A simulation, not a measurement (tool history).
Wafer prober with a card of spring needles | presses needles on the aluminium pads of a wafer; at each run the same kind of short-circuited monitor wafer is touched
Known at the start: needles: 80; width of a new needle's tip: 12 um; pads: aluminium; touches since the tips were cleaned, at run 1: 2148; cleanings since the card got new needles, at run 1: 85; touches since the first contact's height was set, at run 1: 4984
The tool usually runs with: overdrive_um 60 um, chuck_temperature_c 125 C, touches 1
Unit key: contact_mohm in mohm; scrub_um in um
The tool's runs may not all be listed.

| run | hour | overdrive_um | chuck_temperature_c | touches | touches since the tips were cleaned | cleanings since the card got new needles | touches since the first contact's height was set | contact_mohm | scrub_um |
|---|---|---|---|---|---|---|---|---|---|
| 1 | 0.0 | 60 | 125 | 1 | 2148 | 85 | 4984 | 128 | 9.91 |
|  | 14.1 | tips cleaned on abrasive film |
|  | 35.2 | tips cleaned on abrasive film |
| 2 | 35.2 | 60 | 125 | 1 | 0 | 87 | 15506 | 127 | 9.83 |
|  | 56.3 | tips cleaned on abrasive film |
|  | 76.1 | tips cleaned on abrasive film |
| 3 | 76.1 | 60 | 125 | 1 | 0 | 89 | 27725 | 128 | 9.93 |
|  | 96.2 | tips cleaned on abrasive film |
|  | 116.4 | tips cleaned on abrasive film |
| 4 | 118.4 | 60 | 125 | 1 | 586 | 91 | 40341 | 130 | 9.88 |
|  | 137.5 | tips cleaned on abrasive film |
| 5 | 148.9 | 60 | 125 | 1 | 3430 | 92 | 49472 | 128 | 9.83 |
|  | 156.6 | tips cleaned on abrasive film |
| 6 | 172.8 | 68 | 125 | 1 | 4875 | 93 | 56638 | 127 | 11.13 |
|  | 176.8 | tips cleaned on abrasive film |
|  | 196.3 | tips cleaned on abrasive film |
| 7 | 197.3 | 60 | 125 | 1 | 294 | 95 | 63918 | 129 | 9.88 |
|  | 215.9 | tips cleaned on abrasive film |
| 8 | 231.8 | 42 | 125 | 1 | 4772 | 96 | 74237 | 136 | 6.83 |
|  | 236.4 | tips cleaned on abrasive film |
|  | 255.5 | tips cleaned on abrasive film |
| 9 | 271.3 | 42 | 125 | 1 | 4754 | 98 | 86057 | 136 | 6.83 |
|  | 274.7 | tips cleaned on abrasive film |
|  | 297.3 | tips cleaned on abrasive film |
| 10 | 313.2 | 60 | 125 | 1 | 4773 | 100 | 98566 | 129 | 9.82 |
|  | 316.4 | tips cleaned on abrasive film |
|  | 337.6 | tips cleaned on abrasive film |
| 11 | 337.9 | 60 | 125 | 1 | 111 | 102 | 105934 | 128 | 9.81 |
|  | 358.8 | tips cleaned on abrasive film |
| 12 | 372.9 | 60 | 125 | 1 | 4246 | 103 | 116403 | 129 | 9.72 |
|  | 379.7 | tips cleaned on abrasive film |
| 13 | 392.3 | 79 | 125 | 1 | 3800 | 104 | 122201 | 126 | 12.83 |
|  | 398.8 | tips cleaned on abrasive film |
|  | 418.0 | tips cleaned on abrasive film |
| 14 | 426.3 | 55 | 64 | 1 | 2502 | 106 | 132353 | 121 | 8.88 |
|  | 437.1 | tips cleaned on abrasive film |
| 15 | 455.8 | 55 | 35 | 1 | 5591 | 107 | 141161 | 114 | 8.94 |
|  | 459.6 | tips cleaned on abrasive film |
|  | 480.4 | tips cleaned on abrasive film |
| 16 | 489.1 | 51 | 99 | 2 | 2619 | 109 | 151102 | 128 | 8.25 |
|  | 499.5 | tips cleaned on abrasive film |
| 17 | 509.9 | 66 | 99 | 2 | 3122 | 110 | 157312 | 123 | 10.72 |
|  | 519.2 | tips cleaned on abrasive film |
|  | 539.6 | tips cleaned on abrasive film |
|  | 550.3 | height of the first contact set anew |
| 18 | 552.8 | 74 | 70 | 1 | 3874 | 112 | 759 | 117 | 12.04 |
|  | 559.6 | tips cleaned on abrasive film |
| 19 | 578.4 | 60 | 111 | 1 | 5640 | 113 | 8406 | 127 | 9.69 |
|  | 581.0 | tips cleaned on abrasive film |
|  | 600.5 | tips cleaned on abrasive film |
| 20 | 617.3 | 60 | 111 | 1 | 5044 | 115 | 20032 | 124 | 9.75 |
|  | 621.2 | tips cleaned on abrasive film |
|  | 640.4 | tips cleaned on abrasive film |
| 21 | 650.9 | 61 | 111 | 1 | 3146 | 117 | 30057 | 125 | 9.80 |
|  | 660.4 | tips cleaned on abrasive film |
|  | 681.7 | tips cleaned on abrasive film |
| 22 | 687.2 | 74 | 125 | 3 | 1655 | 119 | 40914 | 126 | 11.93 |
|  | 701.8 | tips cleaned on abrasive film |
|  | 721.2 | tips cleaned on abrasive film |
| 23 | 721.5 | 57 | 47 | 1 | 91 | 121 | 51134 | 115 | 9.24 |
| 24 | 739.1 | 70 | 44 | 2 | 5366 | 121 | 56409 | 115 | 11.24 |
|  | 741.8 | tips cleaned on abrasive film |
|  | 762.5 | tips cleaned on abrasive film |
| 25 | 779.3 | 66 | 125 | 1 | 5034 | 123 | 68425 | 127 | 10.68 |

Predict each of these 3 candidate next runs independently; none follows another, all start after run 25:
|  | 782.0 | tips cleaned on abrasive film |
|  | 796.3 | gauge calibrated |
|  | 804.6 | tips cleaned on abrasive film |
| A | 805.4 | 60 | 72 | 2 | 221 | 125 | 76198 | ? | ? |
|  | 782.0 | tips cleaned on abrasive film |
|  | 796.3 | gauge calibrated |
|  | 804.6 | tips cleaned on abrasive film |
| B | 805.4 | 56 | 69 | 3 | 221 | 125 | 76198 | ? | ? |
|  | 782.0 | tips cleaned on abrasive film |
|  | 796.3 | gauge calibrated |
|  | 804.6 | tips cleaned on abrasive film |
| C | 805.4 | 66 | 125 | 2 | 221 | 125 | 76198 | ? | ? |

| run | contact_mohm | scrub_um |
|---|---|---|
| A | 122 | 9.97 |
| B | 119 | 9.21 |
| C | 127 | 10.88 |
Without the tool's unlogged condition, the same runs would have read:
| run | contact_mohm | scrub_um |
|---|---|---|
| A | 122 | 9.98 |
| B | 119 | 9.21 |
| C | 127 | 10.88 |
